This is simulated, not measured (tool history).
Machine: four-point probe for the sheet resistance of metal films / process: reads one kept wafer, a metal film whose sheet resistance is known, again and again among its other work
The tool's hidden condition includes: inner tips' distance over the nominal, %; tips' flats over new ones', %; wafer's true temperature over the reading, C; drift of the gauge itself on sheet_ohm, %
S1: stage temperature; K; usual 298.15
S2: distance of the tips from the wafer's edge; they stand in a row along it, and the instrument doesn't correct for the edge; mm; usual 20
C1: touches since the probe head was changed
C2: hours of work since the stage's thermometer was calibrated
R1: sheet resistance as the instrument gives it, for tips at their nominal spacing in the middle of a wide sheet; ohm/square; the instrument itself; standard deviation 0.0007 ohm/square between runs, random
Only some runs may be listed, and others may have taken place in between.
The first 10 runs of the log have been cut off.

| run | day | S1 | S2 | C1 | C2 | R1 |
|---|---|---|---|---|---|---|
| 11 | 5.108 | 298.15 | 20 | 30762 | 1686 | 3.496062 |
| 12 | 5.733 | 292.15 | 20 | 31548 | 1697 | 3.493795 |
| 13 | 6.192 | 298.15 | 20 | 32123 | 1705 | 3.496424 |
| 14 | 6.488 | 298.15 | 20 | 32492 | 1711 | 3.496031 |
|  | 7.167 | stage's thermometer calibrated |
| 15 | 7.167 | 298.15 | 10 | 33323 | 0 | 3.494406 |
| 16 | 7.862 | 299.15 | 10 | 34196 | 13 | 3.495541 |
| 17 | 8.275 | 307.15 | 20 | 34711 | 20 | 3.49553 |
| 18 | 8.917 | 297.15 | 20 | 35519 | 31 | 3.492604 |
| 19 | 9.354 | 298.15 | 20 | 36068 | 39 | 3.492878 |
| 20 | 10.05 | 298.15 | 20 | 36943 | 52 | 3.492419 |
| 21 | 10.488 | 307.15 | 20 | 37490 | 60 | 3.49455 |
| 22 | 10.821 | 307.15 | 20 | 37907 | 66 | 3.494767 |
| 23 | 11.529 | 295.15 | 38 | 38801 | 78 | 3.491027 |
| 24 | 11.842 | 292.15 | 65 | 39192 | 84 | 3.490207 |
| 25 | 12.533 | 292.15 | 65 | 40061 | 96 | 3.490337 |
| 26 | 13.238 | 292.15 | 65 | 40943 | 109 | 3.490355 |
| 27 | 13.642 | 292.15 | 65 | 41452 | 116 | 3.491305 |
| 28 | 14.033 | 291.15 | 5 | 41947 | 123 | 3.509306 |
| 29 | 14.562 | 305.15 | 11 | 42608 | 133 | 3.498523 |
| 30 | 15.117 | 305.15 | 11 | 43303 | 143 | 3.49924 |
| 31 | 15.421 | 298.15 | 28 | 43685 | 148 | 3.494376 |

Expected results for the next run?
| 32 | 15.833 | 291.15 | 22 | 44205 | 156 | ? |

R1: 3.491257 ohm/square
On a tool with no hidden condition, and with the same random variation, this run would have come out at R1 3.476095 ohm/square.

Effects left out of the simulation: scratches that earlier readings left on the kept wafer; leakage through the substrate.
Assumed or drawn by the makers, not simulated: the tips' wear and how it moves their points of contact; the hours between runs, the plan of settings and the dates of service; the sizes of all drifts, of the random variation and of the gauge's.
